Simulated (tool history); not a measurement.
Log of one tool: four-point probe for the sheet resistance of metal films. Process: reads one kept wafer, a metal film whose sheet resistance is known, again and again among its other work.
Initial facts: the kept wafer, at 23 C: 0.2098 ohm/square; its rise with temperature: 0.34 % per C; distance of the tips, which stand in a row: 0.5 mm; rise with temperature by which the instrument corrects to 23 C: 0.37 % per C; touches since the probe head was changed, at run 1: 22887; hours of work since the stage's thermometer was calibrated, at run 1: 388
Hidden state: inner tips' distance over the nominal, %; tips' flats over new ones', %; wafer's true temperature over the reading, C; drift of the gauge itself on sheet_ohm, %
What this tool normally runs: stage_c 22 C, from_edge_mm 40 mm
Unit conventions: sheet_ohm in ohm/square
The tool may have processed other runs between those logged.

run,hour,stage_c,from_edge_mm,touches since the probe head was changed,hours of work since the stage's thermometer was calibrated,sheet_ohm
1,0,22,40,22887,388,0.209904
2,6.7,22,40,23184,393,0.209827
3,15.1,22,40,23558,399,0.209831
4,30.4,22,40,24238,410,0.209871
5,41,22,40,24705,418,0.209901
6,56.5,22,40,25397,429,0.209838
7,71.6,22,40,26066,440,0.209938
8,85.6,19,40,26688,450,0.210113
9,96.7,19,40,27181,458,0.210126
10,105,19,27,27548,464,0.210123
11,121,21,40,28257,475,0.209866
12,134.4,21,40,28854,485,0.209963
13,148.8,21,40,29490,495,0.209949
14,159.3,21,40,29956,503,0.209887
15,173.2,21,40,30573,513,0.209943
16,186.7,21,40,31175,523,0.209954
17,197.9,24,12,31673,531,0.209897
18,210.9,31,40,32250,540,0.209372
19,218.8,31,40,32600,546,0.209359
20,232.7,31,40,33215,556,0.209287
21,246.9,31,40,33846,566,0.209333
22,258.5,29,55,34361,575,0.209421
23,271.6,24,34,34940,584,0.209774
24,280.2,24,4,35325,590,0.211553
25,287.1,24,4,35632,595,0.211474
26,300,24,4,36203,604,0.211517
27,308.5,21,8,36580,611,0.210334
28,319.8,19,9,37080,619,0.21037
29,332.2,26,6,37633,628,0.210373

What if the next run were any one of these 3? Each begins from the tool's condition after run 29:
A,340.4,22,34,37994,634,?
B,340.4,23,4,37994,634,?
C,340.4,29,11,37994,634,?

run,sheet_ohm
A,0.20982
B,0.211582
C,0.209601
Without the tool's hidden state the same runs would have given:
run,sheet_ohm
A,0.209818
B,0.21158
C,0.209599
